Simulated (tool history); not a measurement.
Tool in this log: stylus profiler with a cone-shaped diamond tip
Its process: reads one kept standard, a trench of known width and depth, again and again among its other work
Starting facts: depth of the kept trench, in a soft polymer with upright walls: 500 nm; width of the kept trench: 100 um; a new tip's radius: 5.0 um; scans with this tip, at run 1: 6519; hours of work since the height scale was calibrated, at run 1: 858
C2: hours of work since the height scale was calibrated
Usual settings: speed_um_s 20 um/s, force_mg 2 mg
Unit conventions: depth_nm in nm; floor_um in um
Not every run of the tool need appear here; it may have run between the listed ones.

run 1 hour=0 | speed_um_s=20 force_mg=2 | scans_with_this_tip=6519 C2=858 | depth_nm=508.07 floor_um=93.76
run 2 hour=41.1 | speed_um_s=20 force_mg=2 | scans_with_this_tip=6700 C2=882 | depth_nm=507.9 floor_um=93.72
run 3 hour=79.6 | speed_um_s=20 force_mg=2 | scans_with_this_tip=6871 C2=905 | depth_nm=508.35 floor_um=93.7
run 4 hour=137.5 | speed_um_s=20 force_mg=2 | scans_with_this_tip=7126 C2=938 | depth_nm=508.18 floor_um=93.56
run 5 hour=177.4 | speed_um_s=20 force_mg=2 | scans_with_this_tip=7302 C2=961 | depth_nm=508.32 floor_um=93.59
run 6 hour=220.4 | speed_um_s=20 force_mg=1.11 | scans_with_this_tip=7492 C2=986 | depth_nm=506.31 floor_um=93.54
run 7 hour=272.3 | speed_um_s=20 force_mg=1.11 | scans_with_this_tip=7721 C2=1017 | depth_nm=506.58 floor_um=93.41
run 8 hour=332.6 | speed_um_s=20 force_mg=1.11 | scans_with_this_tip=7987 C2=1052 | depth_nm=506.38 floor_um=93.37
run 9 hour=361.5 | speed_um_s=28 force_mg=2 | scans_with_this_tip=8115 C2=1068 | depth_nm=508.38 floor_um=93.34
run 10 hour=397 | speed_um_s=28 force_mg=2 | scans_with_this_tip=8272 C2=1089 | depth_nm=508.57 floor_um=93.33
run 11 hour=423.5 | speed_um_s=28 force_mg=2 | scans_with_this_tip=8389 C2=1104 | depth_nm=508.85 floor_um=93.35
run 12 hour=476.6 | speed_um_s=7 force_mg=2 | scans_with_this_tip=8623 C2=1135 | depth_nm=508.83 floor_um=93.35
run 13 hour=520.6 | speed_um_s=7 force_mg=2 | scans_with_this_tip=8817 C2=1161 | depth_nm=508.26 floor_um=93.33
run 14 hour=573.7 | speed_um_s=7 force_mg=2 | scans_with_this_tip=9052 C2=1192 | depth_nm=509.09 floor_um=93.27
run 15 hour=632.7 | speed_um_s=15 force_mg=1.47 | scans_with_this_tip=9312 C2=1226 | depth_nm=507.72 floor_um=93.17
run 16 hour=684.5 | speed_um_s=39 force_mg=2 | scans_with_this_tip=9541 C2=1256 | depth_nm=509.09 floor_um=93.01
run 17 hour=727.3 | speed_um_s=20 force_mg=1.82 | scans_with_this_tip=9730 C2=1281 | depth_nm=508.65 floor_um=93.12
run 18 hour=760.1 | speed_um_s=20 force_mg=1.82 | scans_with_this_tip=9875 C2=1300 | depth_nm=508.86 floor_um=93
run 19 hour=801.1 | speed_um_s=12 force_mg=1.67 | scans_with_this_tip=10055 C2=1324 | depth_nm=508.36 floor_um=93.07
run 20 hour=851.8 | speed_um_s=22 force_mg=2.24 | scans_with_this_tip=10279 C2=1353 | depth_nm=509.87 floor_um=92.98
run 21 hour=892.9 | speed_um_s=22 force_mg=2.24 | scans_with_this_tip=10461 C2=1377 | depth_nm=509.56 floor_um=92.94
run 22 hour=925 | speed_um_s=58 force_mg=0.96 | scans_with_this_tip=10602 C2=1396 | depth_nm=506.94 floor_um=92.54
run 23 hour=964.3 | speed_um_s=13 force_mg=0.97 | scans_with_this_tip=10776 C2=1419 | depth_nm=506.95 floor_um=92.92
run 24 hour=998 | speed_um_s=48 force_mg=3.18 | scans_with_this_tip=10925 C2=1438 | depth_nm=511.75 floor_um=92.82
run 25 hour=1052.2 | speed_um_s=6 force_mg=0.89 | scans_with_this_tip=11164 C2=1470 | depth_nm=506.79 floor_um=92.94
run 26 hour=1094.4 | speed_um_s=20 force_mg=0.9 | scans_with_this_tip=11350 C2=1494 | depth_nm=506.97 floor_um=92.7
run 27 hour=1146.5 | speed_um_s=39 force_mg=3.73 | scans_with_this_tip=11580 C2=1525 | depth_nm=512.83 floor_um=92.65
run 28 hour=1184.1 | speed_um_s=9 force_mg=2.26 | scans_with_this_tip=11746 C2=1547 | depth_nm=510.12 floor_um=92.71

3 options for the next run, each taken on its own from the tool as it stands now. Forecast them:
run A hour=1224.6 | speed_um_s=76 force_mg=2.83 | scans_with_this_tip=11925 C2=1570 | depth_nm=? floor_um=?
run B hour=1224.6 | speed_um_s=7 force_mg=2.12 | scans_with_this_tip=11925 C2=1570 | depth_nm=? floor_um=?
run C hour=1224.6 | speed_um_s=24 force_mg=2.26 | scans_with_this_tip=11925 C2=1570 | depth_nm=? floor_um=?

run=A depth_nm=511.34 floor_um=92.47
run=B depth_nm=509.93 floor_um=92.79
run=C depth_nm=510.02 floor_um=92.69
Without the tool's hidden state the same runs would have given:
run=A depth_nm=508.04 floor_um=95.33
run=B depth_nm=506.63 floor_um=95.65
run=C depth_nm=506.72 floor_um=95.55
